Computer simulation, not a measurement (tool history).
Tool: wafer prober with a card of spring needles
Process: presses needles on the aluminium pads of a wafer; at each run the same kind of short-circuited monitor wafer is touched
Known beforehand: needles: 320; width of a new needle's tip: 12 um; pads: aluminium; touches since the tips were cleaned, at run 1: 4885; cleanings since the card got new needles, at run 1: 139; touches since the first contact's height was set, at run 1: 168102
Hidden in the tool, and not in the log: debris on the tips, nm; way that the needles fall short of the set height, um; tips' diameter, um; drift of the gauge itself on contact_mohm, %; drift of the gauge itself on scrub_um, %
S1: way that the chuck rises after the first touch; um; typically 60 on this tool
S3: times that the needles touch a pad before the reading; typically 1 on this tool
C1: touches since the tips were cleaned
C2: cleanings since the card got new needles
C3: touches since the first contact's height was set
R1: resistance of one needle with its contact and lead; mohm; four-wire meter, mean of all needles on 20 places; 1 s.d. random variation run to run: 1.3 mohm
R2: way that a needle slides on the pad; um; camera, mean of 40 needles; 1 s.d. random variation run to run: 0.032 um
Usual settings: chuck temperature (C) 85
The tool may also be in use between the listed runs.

Run 1, hour 0: usual settings; C1 4885; C2 139; C3 168102. Result: R1 209 mohm, R2 10.95 um.
At hour 8.9: tips cleaned on abrasive film.
At hour 20.4: height of the first contact set anew.
At hour 29.3: tips cleaned on abrasive film.
Run 2, hour 37.8: usual settings; C1 4236; C2 141; C3 8648. Result: R1 205 mohm, R2 10.7 um.
At hour 51: tips cleaned on abrasive film.
At hour 71.4: tips cleaned on abrasive film.
Run 3, hour 86.9: usual settings; C1 7775; C2 143; C3 33229. Result: R1 233 mohm, R2 10.71 um.
At hour 91.1: tips cleaned on abrasive film.
At hour 112.8: tips cleaned on abrasive film.
Run 4, hour 122.4: usual settings; C1 4829; C2 145; C3 50933. Result: R1 204 mohm, R2 10.66 um.
At hour 134.7: tips cleaned on abrasive film.
At hour 154.6: tips cleaned on abrasive film.
Run 5, hour 170.6: usual settings but S3 3; C1 8018; C2 147; C3 74999. Result: R1 158 mohm, R2 10.63 um.
At hour 175.1: tips cleaned on abrasive film.
At hour 196.6: tips cleaned on abrasive film.
At hour 210.1: height of the first contact set anew, once more.
At hour 217.9: tips cleaned on abrasive film.
At hour 239.5: tips cleaned on abrasive film.
Run 6, hour 240.4: usual settings but S3 3; C1 447; C2 151; C3 15118. Result: R1 121 mohm, R2 11.28 um.
At hour 258.1: tips cleaned on abrasive film.
At hour 277.5: tips cleaned on abrasive film.
At hour 297.3: tips cleaned on abrasive film.
Run 7, hour 297.3: usual settings but S3 3; C1 0; C2 154; C3 43539. Result: R1 116 mohm, R2 11.2 um.
At hour 318.4: tips cleaned on abrasive film.
At hour 339.2: tips cleaned on abrasive film.
Run 8, hour 344: usual settings but S3 3; C1 2438; C2 156; C3 66880. Result: R1 133 mohm, R2 11.17 um.
At hour 359.6: tips cleaned on abrasive film.
At hour 380.2: tips cleaned on abrasive film.
Run 9, hour 392.5: usual settings but S1 43 um; C1 6201; C2 158; C3 91099. Result: R1 302 mohm, R2 7.92 um.
At hour 400: tips cleaned on abrasive film.
At hour 421.4: tips cleaned on abrasive film.
At hour 442.1: tips cleaned on abrasive film.
At hour 463.4: tips cleaned on abrasive film.
Run 10, hour 463.4: usual settings; C1 0; C2 162; C3 126494. Result: R1 128 mohm, R2 11.12 um.
At hour 484.1: tips cleaned on abrasive film.
At hour 504.4: tips cleaned on abrasive film.
Run 11, hour 516.4: usual settings but S1 56 um, chuck temperature (C) 88, S3 3; C1 6031; C2 164; C3 152979. Result: R1 158 mohm, R2 10.29 um.
At hour 525.3: tips cleaned on abrasive film.
At hour 546.5: tips cleaned on abrasive film.
At hour 567.8: tips cleaned on abrasive film.
At hour 568.1: height of the first contact set anew.
Run 12, hour 574.2: usual settings but S1 56 um, chuck temperature (C) 88, S3 3; C1 3101; C2 167; C3 3101. Result: R1 148 mohm, R2 10.57 um.
At hour 586.1: tips cleaned on abrasive film.
At hour 606.1: tips cleaned on abrasive film.
Run 13, hour 617.3: usual settings but S1 72 um, chuck temperature (C) 48; C1 5618; C2 169; C3 24619. Result: R1 183 mohm, R2 13.56 um.
At hour 625.8: tips cleaned on abrasive film.
At hour 646.7: tips cleaned on abrasive film.
Run 14, hour 657.1: usual settings but S1 57 um, chuck temperature (C) 36, S3 2; C1 5199; C2 171; C3 44479. Result: R1 169 mohm, R2 10.62 um.
At hour 665.5: tips cleaned on abrasive film.
At hour 686.9: tips cleaned on abrasive film.
At hour 706.3: tips cleaned on abrasive film.
Run 15, hour 707.9: usual settings but S1 57 um, chuck temperature (C) 36, S3 2; C1 806; C2 174; C3 69841. Result: R1 135 mohm, R2 10.63 um.
At hour 724.8: tips cleaned on abrasive film.
At hour 744.7: tips cleaned on abrasive film.
Run 16, hour 761.1: usual settings; C1 8270; C2 176; C3 96444. Result: R1 239 mohm, R2 11.16 um.
At hour 765.6: tips cleaned on abrasive film.
At hour 786.9: tips cleaned on abrasive film.
At hour 808.4: tips cleaned on abrasive film.
Run 17, hour 824.6: usual settings; C1 8115; C2 179; C3 128148. Result: R1 244 mohm, R2 11.07 um.
At hour 829.1: tips cleaned on abrasive film.
At hour 846.8: tips cleaned on abrasive film.
At hour 868.4: tips cleaned on abrasive film.
Run 18, hour 880: usual settings; C1 5817; C2 182; C3 155800. Result: R1 230 mohm, R2 11.03 um.
At hour 887.6: tips cleaned on abrasive film.
At hour 909.5: tips cleaned on abrasive film.
Run 19, hour 918.1: usual settings; C1 4322; C2 184; C3 174830. Result: R1 206 mohm, R2 10.97 um.
At hour 927.2: height of the first contact set anew.
At hour 930.9: tips cleaned on abrasive film.
At hour 951.6: tips cleaned on abrasive film.
At hour 973.3: tips cleaned on abrasive film.
Run 20, hour 989: usual settings but S1 57 um, chuck temperature (C) 63, S3 2; C1 7861; C2 187; C3 30836. Result: R1 194 mohm, R2 10.68 um.

Forecast each of these 5 alternatives for the next run:
At hour 993.5: tips cleaned on abrasive film.
At hour 1014.5: tips cleaned on abrasive film.
At hour 1036: tips cleaned on abrasive film.
Run A, hour 1039.1: usual settings but S1 47 um; C1 1552; C2 190; C3 55847. Result: R1 ?, R2 ?.
At hour 993.5: tips cleaned on abrasive film.
At hour 1014.5: tips cleaned on abrasive film.
At hour 1036: tips cleaned on abrasive film.
Run B, hour 1039.1: usual settings but S1 57 um, chuck temperature (C) 31, S3 3; C1 1552; C2 190; C3 55847. Result: R1 ?, R2 ?.
At hour 993.5: tips cleaned on abrasive film.
At hour 1014.5: tips cleaned on abrasive film.
At hour 1036: tips cleaned on abrasive film.
Run C, hour 1039.1: usual settings but S1 70 um, chuck temperature (C) 41, S3 3; C1 1552; C2 190; C3 55847. Result: R1 ?, R2 ?.
At hour 993.5: tips cleaned on abrasive film.
At hour 1014.5: tips cleaned on abrasive film.
At hour 1036: tips cleaned on abrasive film.
Run D, hour 1039.1: usual settings but S1 47 um, chuck temperature (C) 120, S3 2; C1 1552; C2 190; C3 55847. Result: R1 ?, R2 ?.
At hour 993.5: tips cleaned on abrasive film.
At hour 1014.5: tips cleaned on abrasive film.
At hour 1036: tips cleaned on abrasive film.
Run E, hour 1039.1: usual settings but S1 57 um, chuck temperature (C) 62, S3 2; C1 1552; C2 190; C3 55847. Result: R1 ?, R2 ?.

run   R1     R2
  A  197   8.75
  B  130   10.7
  C  119  13.04
  D  164   8.77
  E  147  10.65
With no hidden state in the tool, these same runs would have given:
run   R1     R2
  A  114   8.86
  B  105  10.81
  C  103  13.15
  D  115   8.87
  E  109  10.76
